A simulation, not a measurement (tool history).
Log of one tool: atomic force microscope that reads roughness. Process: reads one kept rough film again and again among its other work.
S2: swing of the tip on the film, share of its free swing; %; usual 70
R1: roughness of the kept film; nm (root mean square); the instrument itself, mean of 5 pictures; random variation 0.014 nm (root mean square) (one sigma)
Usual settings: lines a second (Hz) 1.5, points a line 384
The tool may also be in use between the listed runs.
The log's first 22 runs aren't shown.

run 23 day=35.233 | lines_a_second_(Hz)=1.5 S2=69 points_a_line=384 | R1=2.567
run 24 day=36.533 | lines_a_second_(Hz)=1.89 S2=70 points_a_line=384 | R1=2.366
run 25 day=38.367 | lines_a_second_(Hz)=0.9 S2=68 points_a_line=971 | R1=2.32
-- day=39.904 new tip fitted
run 26 day=40.329 | lines_a_second_(Hz)=3.91 S2=66 points_a_line=563 | R1=3.082
run 27 day=42.671 | lines_a_second_(Hz)=3.91 S2=66 points_a_line=563 | R1=2.697
run 28 day=44.275 | lines_a_second_(Hz)=0.67 S2=58 points_a_line=274 | R1=2.752
run 29 day=46.342 | lines_a_second_(Hz)=1.5 S2=66 points_a_line=318 | R1=2.407
run 30 day=48.971 | lines_a_second_(Hz)=1.5 S2=66 points_a_line=318 | R1=2.126
-- day=49.204 new tip fitted
-- day=49.246 height scale calibrated on a step standard
run 31 day=51.592 | lines_a_second_(Hz)=2.6 S2=70 points_a_line=532 | R1=2.763
run 32 day=53.067 | lines_a_second_(Hz)=2.6 S2=67 points_a_line=1003 | R1=2.614
run 33 day=54.671 | lines_a_second_(Hz)=0.66 S2=71 points_a_line=407 | R1=2.562
run 34 day=56.812 | lines_a_second_(Hz)=0.66 S2=71 points_a_line=407 | R1=2.34
-- day=58.421 new tip fitted
run 35 day=58.938 | lines_a_second_(Hz)=1.74 S2=71 points_a_line=407 | R1=3.129
run 36 day=60.471 | lines_a_second_(Hz)=1.74 S2=71 points_a_line=407 | R1=2.847
-- day=60.8 height scale calibrated on a step standard, once more
run 37 day=61.667 | lines_a_second_(Hz)=1.74 S2=71 points_a_line=407 | R1=2.702
run 38 day=63.358 | lines_a_second_(Hz)=0.9 S2=80 points_a_line=556 | R1=2.571
run 39 day=65.775 | lines_a_second_(Hz)=0.9 S2=80 points_a_line=556 | R1=2.306
-- day=67.583 new tip fitted
run 40 day=67.583 | lines_a_second_(Hz)=0.83 S2=80 points_a_line=800 | R1=3.436
run 41 day=69.596 | lines_a_second_(Hz)=1.5 S2=82 points_a_line=429 | R1=2.841
run 42 day=71.675 | lines_a_second_(Hz)=3.01 S2=73 points_a_line=651 | R1=2.479
run 43 day=74.129 | lines_a_second_(Hz)=1.87 S2=72 points_a_line=436 | R1=2.334
run 44 day=75.392 | lines_a_second_(Hz)=1.87 S2=72 points_a_line=436 | R1=2.211

Forecast each of these 5 alternatives for the next run:
-- day=76.779 new tip fitted
run A day=77.179 | lines_a_second_(Hz)=1.5 S2=77 points_a_line=384 | R1=?
-- day=76.779 new tip fitted
run B day=77.179 | lines_a_second_(Hz)=0.71 S2=57 points_a_line=373 | R1=?
-- day=76.779 new tip fitted
run C day=77.179 | lines_a_second_(Hz)=1.87 S2=56 points_a_line=436 | R1=?
-- day=76.779 new tip fitted
run D day=77.179 | lines_a_second_(Hz)=1.87 S2=72 points_a_line=328 | R1=?
-- day=76.779 new tip fitted
run E day=77.179 | lines_a_second_(Hz)=2.65 S2=73 points_a_line=317 | R1=?

run=A R1=3.236
run=B R1=3.529
run=C R1=3.46
run=D R1=3.205
run=E R1=3.042
Without the tool's hidden state the same runs would have given:
run=A R1=3.317
run=B R1=3.617
run=C R1=3.547
run=D R1=3.285
run=E R1=3.118

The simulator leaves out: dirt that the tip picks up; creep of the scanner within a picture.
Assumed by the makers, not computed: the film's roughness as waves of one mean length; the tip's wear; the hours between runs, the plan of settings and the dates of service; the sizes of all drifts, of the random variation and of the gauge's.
